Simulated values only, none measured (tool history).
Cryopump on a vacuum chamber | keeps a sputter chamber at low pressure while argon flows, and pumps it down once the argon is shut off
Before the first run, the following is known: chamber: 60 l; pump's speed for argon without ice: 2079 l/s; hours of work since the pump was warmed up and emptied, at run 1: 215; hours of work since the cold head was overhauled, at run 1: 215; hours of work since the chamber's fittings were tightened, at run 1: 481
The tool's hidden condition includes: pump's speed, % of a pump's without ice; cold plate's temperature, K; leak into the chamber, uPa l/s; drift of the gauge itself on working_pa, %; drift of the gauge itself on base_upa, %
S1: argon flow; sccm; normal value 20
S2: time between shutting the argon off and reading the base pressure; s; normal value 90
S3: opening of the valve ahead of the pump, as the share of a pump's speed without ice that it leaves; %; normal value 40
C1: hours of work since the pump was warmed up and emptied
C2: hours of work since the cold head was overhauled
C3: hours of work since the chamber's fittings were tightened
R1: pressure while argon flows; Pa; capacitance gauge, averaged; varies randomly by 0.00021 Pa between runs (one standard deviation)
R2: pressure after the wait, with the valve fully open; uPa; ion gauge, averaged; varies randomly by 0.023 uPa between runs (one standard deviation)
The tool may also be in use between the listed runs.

{"run": 1, "hour": 0.0, "S1": 20, "S2": 90, "S3": 40, "C1": 215, "C2": 215, "C3": 481, "R1": 0.0414, "R2": 1.04}
{"run": 2, "hour": 62.6, "S1": 20, "S2": 90, "S3": 41, "C1": 264, "C2": 264, "C3": 531, "R1": 0.0403, "R2": 1.02}
{"run": 3, "hour": 165.3, "S1": 20, "S2": 90, "S3": 41, "C1": 346, "C2": 346, "C3": 613, "R1": 0.0405, "R2": 1.05}
{"run": 4, "hour": 252.3, "S1": 20, "S2": 90, "S3": 41, "C1": 415, "C2": 415, "C3": 682, "R1": 0.0405, "R2": 1.05}
{"run": 5, "hour": 366.9, "S1": 20, "S2": 51, "S3": 40, "C1": 506, "C2": 506, "C3": 772, "R1": 0.0415, "R2": 1.69}
{"run": 6, "hour": 473.5, "S1": 20, "S2": 90, "S3": 16, "C1": 590, "C2": 590, "C3": 857, "R1": 0.1028, "R2": 1.05}
{"run": 7, "hour": 565.9, "S1": 34, "S2": 211, "S3": 40, "C1": 664, "C2": 664, "C3": 930, "R1": 0.0717, "R2": 0.65}
{"run": 8, "hour": 627.6, "S1": 8, "S2": 97, "S3": 22, "C1": 713, "C2": 713, "C3": 979, "R1": 0.0302, "R2": 1.01}
{"run": 9, "hour": 748.4, "S1": 13, "S2": 90, "S3": 40, "C1": 809, "C2": 809, "C3": 1075, "R1": 0.0274, "R2": 1.09}
{"run": 10, "hour": 840.7, "S1": 16, "S2": 90, "S3": 33, "C1": 882, "C2": 882, "C3": 1148, "R1": 0.0411, "R2": 1.11}
{"run": 11, "hour": 913.3, "S1": 24, "S2": 27, "S3": 40, "C1": 939, "C2": 939, "C3": 1206, "R1": 0.0513, "R2": 2.97}
{"run": 12, "hour": 992.9, "S1": 28, "S2": 65, "S3": 40, "C1": 1003, "C2": 1003, "C3": 1269, "R1": 0.0602, "R2": 1.42}

Each row is a separate what-if for the run after 12, all from the same tool condition, not one after another. Results?
{"run": "A", "hour": 1090.0, "S1": 22, "S2": 189, "S3": 16, "C1": 1080, "C2": 1080, "C3": 1346, "R1": "?", "R2": "?"}
{"run": "B", "hour": 1090.0, "S1": 20, "S2": 90, "S3": 24, "C1": 1080, "C2": 1080, "C3": 1346, "R1": "?", "R2": "?"}
{"run": "C", "hour": 1090.0, "S1": 20, "S2": 64, "S3": 22, "C1": 1080, "C2": 1080, "C3": 1346, "R1": "?", "R2": "?"}

run=A R1=0.1146 R2=0.74
run=B R1=0.0703 R2=1.2
run=C R1=0.0766 R2=1.49
What these runs would have given with no unlogged condition in the tool:
run=A R1=0.1117 R2=0.53
run=B R1=0.0677 R2=0.98
run=C R1=0.074 R2=1.28
